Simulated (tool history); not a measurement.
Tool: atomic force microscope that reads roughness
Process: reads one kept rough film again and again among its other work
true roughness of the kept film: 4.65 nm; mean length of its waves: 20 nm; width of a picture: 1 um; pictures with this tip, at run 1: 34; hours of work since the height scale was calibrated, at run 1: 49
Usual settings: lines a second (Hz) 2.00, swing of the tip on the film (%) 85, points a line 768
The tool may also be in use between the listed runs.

run	hour	lines a second (Hz)	swing of the tip on the film (%)	points a line	pictures with this tip	hours of work since the height scale was calibrated	roughness of the kept film (nm (root mean square))
1	0.0	2.00	85	768	34	49	3.113
2	26.2	2.00	85	768	67	61	3.116
3	50.6	2.06	85	768	97	73	3.092
4	81.2	2.00	85	388	135	88	3.072
5	100.1	2.00	85	388	159	97	3.049
6	120.1	2.00	85	768	184	106	3.113
# hour 123.2: new tip fitted
7	154.8	2.00	85	768	39	123	3.125
8	197.3	2.00	85	768	92	143	3.116
9	218.1	2.00	85	768	118	153	3.080
10	247.2	3.56	85	768	154	167	2.751
# hour 272.0: new tip fitted
11	289.0	2.00	85	768	21	186	3.101
12	331.7	2.00	85	768	74	207	3.129
13	363.9	2.00	85	768	114	222	3.141
14	394.3	2.00	85	768	152	236	3.097
# hour 421.5: new tip fitted
15	432.3	2.00	85	768	13	254	3.125
16	462.3	2.00	85	768	51	269	3.103
17	487.6	2.00	85	768	82	281	3.108
18	529.5	2.00	85	768	134	301	3.096
19	556.5	2.00	85	768	168	313	3.117
# hour 572.5: new tip fitted
20	586.5	2.50	66	768	18	328	3.439
21	624.8	2.50	66	768	65	346	3.438
22	655.7	2.00	86	768	104	361	3.101
23	693.3	0.77	55	264	150	378	3.620
# hour 723.1: new tip fitted
24	728.2	2.11	84	376	6	395	3.073
25	755.3	2.18	59	376	40	408	3.513
26	774.0	1.32	80	670	63	417	3.393
27	810.3	1.32	80	670	108	434	3.385
28	830.4	2.60	85	800	133	444	2.951
29	857.2	2.60	85	800	167	456	2.953
# hour 873.7: new tip fitted
30	897.1	2.60	79	957	30	475	3.104
31	916.9	3.04	65	280	54	485	3.302
32	945.0	2.24	60	277	89	498	3.465
33	975.9	2.24	58	970	128	513	3.571
34	1012.7	0.58	85	768	173	530	3.543
# hour 1024.4: new tip fitted
35	1051.7	0.58	85	768	34	549	3.546

Hidden state or all else? Some run-to-run changes of roughness of the kept film (nm (root mean square)), split into what the settings, what came in and random variation would give without the hidden state, and what is left for the hidden state (with any gauge scatter that isn't in both results):
The hidden state here: radius of the tip, nm; height scale over the true one, %; drift of the gauge itself on roughness_nm, %.
Run 6 -> 7: new tip fitted. roughness of the kept film (nm (root mean square)) +0.012: hidden state +0.014, all else -0.002.
Run 19 -> 20: lines a second (Hz) 2.00 -> 2.50, swing of the tip on the film (%) 85 -> 66, new tip fitted. roughness of the kept film (nm (root mean square)) +0.322: hidden state +0.014, all else +0.308.
Run 22 -> 23: lines a second (Hz) 2.00 -> 0.77, swing of the tip on the film (%) 86 -> 55, points a line 768 -> 264. roughness of the kept film (nm (root mean square)) +0.519: hidden state -0.006, all else +0.525.
Run 23 -> 24: lines a second (Hz) 0.77 -> 2.11, swing of the tip on the film (%) 55 -> 84, points a line 264 -> 376, new tip fitted. roughness of the kept film (nm (root mean square)) -0.547: hidden state +0.016, all else -0.563.
Run 24 -> 25: lines a second (Hz) 2.11 -> 2.18, swing of the tip on the film (%) 84 -> 59. roughness of the kept film (nm (root mean square)) +0.440: hidden state -0.004, all else +0.444.
